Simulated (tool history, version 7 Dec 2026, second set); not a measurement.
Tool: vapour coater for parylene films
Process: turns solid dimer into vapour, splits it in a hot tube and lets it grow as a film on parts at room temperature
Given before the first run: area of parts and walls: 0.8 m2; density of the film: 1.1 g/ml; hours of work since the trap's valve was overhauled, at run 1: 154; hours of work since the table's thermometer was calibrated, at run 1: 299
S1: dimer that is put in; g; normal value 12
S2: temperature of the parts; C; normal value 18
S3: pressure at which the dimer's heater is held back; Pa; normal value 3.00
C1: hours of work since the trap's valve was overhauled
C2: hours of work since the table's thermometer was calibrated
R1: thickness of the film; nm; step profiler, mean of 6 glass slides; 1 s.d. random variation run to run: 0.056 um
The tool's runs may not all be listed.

Run 1, hour 0.0: usual settings; C1 154; C2 299. Result: R1 6240 nm.
Run 2, hour 25.2: usual settings; C1 170; C2 315. Result: R1 6290 nm.
Run 3, hour 45.7: usual settings; C1 183; C2 327. Result: R1 6270 nm.
Run 4, hour 72.4: usual settings; C1 199; C2 344. Result: R1 6090 nm.
Run 5, hour 100.8: usual settings; C1 217; C2 362. Result: R1 6170 nm.
Run 6, hour 123.4: usual settings but S1 6 g; C1 231; C2 376. Result: R1 3010 nm.
Run 7, hour 144.7: usual settings but S1 6 g; C1 244; C2 389. Result: R1 3100 nm.
Run 8, hour 172.3: usual settings but S1 6 g; C1 261; C2 406. Result: R1 3030 nm.
Run 9, hour 202.9: usual settings; C1 280; C2 425. Result: R1 5910 nm.
Run 10, hour 237.5: usual settings; C1 302; C2 446. Result: R1 5960 nm.
At hour 252.2: trap's valve overhauled.
Run 11, hour 256.3: usual settings; C1 3; C2 456. Result: R1 6410 nm.
Run 12, hour 292.6: usual settings; C1 25; C2 478. Result: R1 6330 nm.
At hour 296.2: table's thermometer calibrated.
Run 13, hour 325.6: usual settings; C1 45; C2 18. Result: R1 6290 nm.
Run 14, hour 341.7: usual settings; C1 55; C2 28. Result: R1 6320 nm.
Run 15, hour 365.5: usual settings but S2 15 C; C1 70; C2 43. Result: R1 6980 nm.
Run 16, hour 383.3: usual settings but S2 15 C; C1 81; C2 54. Result: R1 6890 nm.
Run 17, hour 405.6: usual settings but S2 28 C; C1 95; C2 68. Result: R1 4600 nm.
Run 18, hour 430.0: usual settings but S2 28 C; C1 110; C2 83. Result: R1 4570 nm.
Run 19, hour 450.0: usual settings but S2 28 C; C1 122; C2 96. Result: R1 4440 nm.
Run 20, hour 470.0: usual settings but S2 28 C; C1 135; C2 108. Result: R1 4530 nm.
Run 21, hour 505.7: usual settings but S1 17 g, S2 16 C; C1 157; C2 130. Result: R1 9470 nm.
At hour 509.7: table's thermometer calibrated, once more.
Run 22, hour 527.2: usual settings but S1 8 g, S2 24 C, S3 2.53 Pa; C1 170; C2 11. Result: R1 3430 nm.
Run 23, hour 551.4: usual settings but S2 21 C, S3 3.15 Pa; C1 185; C2 26. Result: R1 5620 nm.
Run 24, hour 579.1: usual settings but S2 21 C, S3 3.15 Pa; C1 202; C2 43. Result: R1 5540 nm.
Run 25, hour 596.1: usual settings but S2 26 C, S3 10.49 Pa; C1 212; C2 54. Result: R1 4180 nm.
Run 26, hour 632.5: usual settings but S2 10 C, S3 8.64 Pa; C1 235; C2 76. Result: R1 7020 nm.
Run 27, hour 647.4: usual settings but S1 7 g, S2 29 C, S3 4.86 Pa; C1 244; C2 86. Result: R1 2410 nm.
Run 28, hour 673.1: usual settings but S1 8 g, S2 27 C, S3 3.17 Pa; C1 260; C2 102. Result: R1 3030 nm.
Run 29, hour 694.3: usual settings but S1 8 g, S2 27 C, S3 3.17 Pa; C1 273; C2 115. Result: R1 2990 nm.
Run 30, hour 712.6: usual settings but S2 21 C; C1 285; C2 126. Result: R1 5470 nm.
Run 31, hour 735.0: usual settings but S1 14 g, S2 12 C; C1 299; C2 140. Result: R1 8430 nm.
At hour 755.0: trap's valve overhauled.
Run 32, hour 755.7: usual settings but S1 14 g, S2 12 C; C1 0; C2 150. Result: R1 9020 nm.
Run 33, hour 774.7: usual settings but S3 4.56 Pa; C1 12; C2 162. Result: R1 6220 nm.

The next listed run, before its measurement:
Run 34, hour 811.5: usual settings but S3 4.56 Pa; C1 35; C2 185. Result: R1 ?.

For run 34 the tool returned R1 6150 nm.
With no hidden state in the tool, this same run would have given R1 6210 nm.
